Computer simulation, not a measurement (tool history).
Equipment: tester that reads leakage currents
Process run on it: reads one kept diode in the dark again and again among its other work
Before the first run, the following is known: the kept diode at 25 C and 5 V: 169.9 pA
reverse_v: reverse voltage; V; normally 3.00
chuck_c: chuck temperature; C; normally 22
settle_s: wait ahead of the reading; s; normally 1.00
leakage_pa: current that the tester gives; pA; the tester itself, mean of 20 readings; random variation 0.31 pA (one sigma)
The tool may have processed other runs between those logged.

| run | day | reverse_v | chuck_c | settle_s | leakage_pa |
|---|---|---|---|---|---|
| 1 | 0.000 | 3.00 | 22 | 1.00 | 99.21 |
| 2 | 2.658 | 3.00 | 22 | 1.00 | 99.64 |
| 3 | 5.804 | 3.00 | 33 | 1.00 | 229.70 |
| 4 | 8.158 | 3.00 | 33 | 1.00 | 229.46 |
| 5 | 9.621 | 3.00 | 22 | 0.65 | 100.26 |
| 6 | 12.117 | 5.28 | 22 | 1.00 | 137.70 |
| 7 | 14.354 | 5.28 | 22 | 2.33 | 136.46 |
| 8 | 17.596 | 5.28 | 22 | 2.33 | 136.45 |
| 9 | 20.962 | 5.28 | 22 | 2.33 | 136.43 |
| 10 | 22.512 | 5.28 | 22 | 0.73 | 138.26 |
| 11 | 25.658 | 5.28 | 22 | 0.73 | 138.11 |
| 12 | 28.312 | 5.28 | 22 | 0.73 | 137.90 |
| 13 | 29.975 | 5.28 | 22 | 0.39 | 140.32 |
| 14 | 32.362 | 3.00 | 22 | 1.00 | 99.03 |
| 15 | 34.467 | 3.00 | 22 | 1.00 | 99.09 |
| 16 | 37.521 | 3.00 | 22 | 1.00 | 99.59 |
|  | 37.912 | chuck's temperature calibrated |
| 17 | 39.229 | 3.00 | 22 | 1.00 | 98.68 |
| 18 | 41.675 | 3.00 | 54 | 1.00 | 1004.62 |
|  | 43.138 | chuck's temperature calibrated, once more |
| 19 | 43.683 | 4.51 | 22 | 1.00 | 134.99 |
| 20 | 45.383 | 11.24 | 59 | 1.79 | 3057.70 |
| 21 | 48.812 | 11.24 | 59 | 1.79 | 3057.55 |
| 22 | 50.958 | 3.47 | 33 | 0.89 | 267.59 |
| 23 | 53.354 | 1.83 | 30 | 0.89 | 149.48 |
| 24 | 55.954 | 6.06 | 53 | 0.32 | 1478.01 |
| 25 | 57.508 | 1.19 | 45 | 5.78 | 352.49 |
| 26 | 59.683 | 1.19 | 45 | 5.78 | 351.10 |
| 27 | 63.100 | 9.01 | 22 | 6.66 | 200.53 |
| 28 | 66.479 | 9.01 | 22 | 6.66 | 200.34 |
| 29 | 69.733 | 11.69 | 29 | 4.56 | 389.15 |
| 30 | 72.888 | 10.10 | 27 | 0.92 | 313.66 |
| 31 | 74.671 | 10.10 | 44 | 0.92 | 1050.57 |
| 32 | 76.733 | 10.25 | 28 | 1.00 | 337.54 |
| 33 | 78.546 | 10.25 | 28 | 1.00 | 337.65 |
|  | 79.796 | tester calibrated |
| 34 | 80.279 | 14.50 | 28 | 1.00 | 420.58 |
| 35 | 81.896 | 1.29 | 41 | 1.00 | 279.99 |
| 36 | 85.250 | 1.29 | 41 | 1.00 | 278.09 |
|  | 85.792 | probe card cleaned and baked |
| 37 | 88.104 | 1.26 | 25 | 0.47 | 80.36 |
| 38 | 91.296 | 15.15 | 48 | 0.67 | 1706.43 |

Each row is a separate what-if for the run after 38, all from the same tool condition, not one after another. Results?
| A | 94.479 | 15.15 | 22 | 0.67 | ? |
| B | 94.479 | 3.95 | 32 | 0.40 | ? |
| C | 94.479 | 3.13 | 30 | 0.54 | ? |
| D | 94.479 | 4.57 | 56 | 4.46 | ? |

| run | leakage_pa |
|---|---|
| A | 246.74 |
| B | 259.10 |
| C | 195.28 |
| D | 1531.82 |
Stripped of hidden state, with their random variation kept, the same runs would have yielded:
| run | leakage_pa |
|---|---|
| A | 250.31 |
| B | 263.93 |
| C | 198.96 |
| D | 1558.72 |
